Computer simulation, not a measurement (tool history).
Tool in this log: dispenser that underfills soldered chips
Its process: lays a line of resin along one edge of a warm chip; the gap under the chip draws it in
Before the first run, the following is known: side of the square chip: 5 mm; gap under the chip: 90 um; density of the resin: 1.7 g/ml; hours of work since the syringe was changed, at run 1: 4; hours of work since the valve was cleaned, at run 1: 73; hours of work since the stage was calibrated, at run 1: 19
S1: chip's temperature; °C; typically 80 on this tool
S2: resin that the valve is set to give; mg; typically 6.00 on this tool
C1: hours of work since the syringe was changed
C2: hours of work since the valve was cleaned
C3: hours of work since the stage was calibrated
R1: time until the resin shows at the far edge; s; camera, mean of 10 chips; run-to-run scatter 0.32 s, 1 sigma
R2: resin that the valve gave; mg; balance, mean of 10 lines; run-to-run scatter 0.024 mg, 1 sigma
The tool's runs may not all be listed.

run	hour	S1	S2	C1	C2	C3	R1	R2
1	0.0	80	6.00	4	73	19	14.5	5.75
2	6.5	74	6.00	9	78	24	27.9	5.73
# hour 9.1: new syringe of resin
3	13.5	74	6.00	3	83	29	18.2	5.73
4	21.3	86	6.00	9	89	35	16.8	5.70
# hour 23.3: new syringe of resin
5	25.9	86	6.00	2	92	38	10.5	5.70
6	30.4	86	6.00	5	96	42	12.6	5.68
7	35.4	86	6.00	9	99	45	17.5	5.71
# hour 37.6: new syringe of resin
8	39.2	86	6.00	1	102	48	10.1	5.67
9	44.6	79	5.74	5	106	52	17.0	5.40
# hour 51.9: new syringe of resin
10	52.1	82	5.16	0	111	57	10.7	4.86
# hour 54.7: dispensing valve cleaned and set on the balance
11	58.8	70	5.18	4	3	62	26.6	5.15

Pick out some run-to-run changes in R1. Of each, how much would a tool without hidden state show as well, from the settings, what came in and chance, and how much is left for the hidden state and any gauge scatter not in both results compared?
Hidden conditions of the tool in this case: resin's viscosity, % of fresh resin's; dose that the valve gives, % of what is set; true chip temperature over the reading, C; drift of the gauge itself on fill_s, %; drift of the gauge itself on given_mg, %.
Run 1 -> 2: S1 80 -> 74. R1 +13.4 s: hidden state +9.5, all else +3.9.
Run 10 -> 11: S1 82 -> 70, S2 5.16 -> 5.18, dispensing valve cleaned and set on the balance. R1 +15.9 s: hidden state +6.9, all else +9.0.
